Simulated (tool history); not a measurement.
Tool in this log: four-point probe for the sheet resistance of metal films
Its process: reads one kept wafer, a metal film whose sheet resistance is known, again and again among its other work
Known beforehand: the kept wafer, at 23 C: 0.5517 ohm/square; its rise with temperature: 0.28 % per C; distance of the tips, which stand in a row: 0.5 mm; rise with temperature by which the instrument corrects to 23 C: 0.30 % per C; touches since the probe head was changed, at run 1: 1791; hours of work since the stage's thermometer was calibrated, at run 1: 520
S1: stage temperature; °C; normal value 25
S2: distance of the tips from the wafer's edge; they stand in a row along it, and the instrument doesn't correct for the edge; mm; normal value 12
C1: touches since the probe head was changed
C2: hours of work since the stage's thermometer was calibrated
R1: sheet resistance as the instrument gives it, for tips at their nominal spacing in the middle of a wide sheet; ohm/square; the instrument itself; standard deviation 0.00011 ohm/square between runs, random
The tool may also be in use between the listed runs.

run,day,S1,S2,C1,C2,R1
1,0.000,25,12,1791,520,0.552677
2,0.317,28,12,2069,525,0.552296
3,0.712,28,12,2416,530,0.552289
4,0.975,28,12,2644,534,0.552361
5,1.438,28,12,3053,541,0.552464
6,1.858,28,12,3422,546,0.552265
7,2.412,28,3,3908,554,0.560194
# day 2.483: stage's thermometer calibrated
8,2.862,28,3,4283,5,0.559999
9,3.162,28,21,4548,9,0.552135
10,3.642,28,21,4967,16,0.552124
11,3.971,25,12,5256,21,0.552516
# day 4.292: stage's thermometer calibrated, once more
12,4.367,31,49,5583,1,0.551119
13,4.871,20,17,6027,8,0.551988
14,5.488,20,17,6568,17,0.552217
15,6.008,22,6,7024,24,0.553968
16,6.583,22,6,7529,32,0.553619
17,6.862,30,4,7773,36,0.555918
18,7.229,27,55,8095,41,0.551261
19,7.854,31,14,8645,50,0.551526
20,8.258,31,14,8997,55,0.551466
21,8.779,31,14,9455,62,0.551644
22,9.058,31,14,9701,66,0.551682

Here are 3 independent what-if runs from the current tool condition. What would each one return?
A,9.454,31,12,10048,72,?
B,9.454,21,3,10048,72,?
C,9.454,34,53,10048,72,?

run,R1
A,0.551641
B,0.559873
C,0.551030
Without the tool's hidden state the same runs would have given:
run,R1
A,0.551715
B,0.559952
C,0.551102

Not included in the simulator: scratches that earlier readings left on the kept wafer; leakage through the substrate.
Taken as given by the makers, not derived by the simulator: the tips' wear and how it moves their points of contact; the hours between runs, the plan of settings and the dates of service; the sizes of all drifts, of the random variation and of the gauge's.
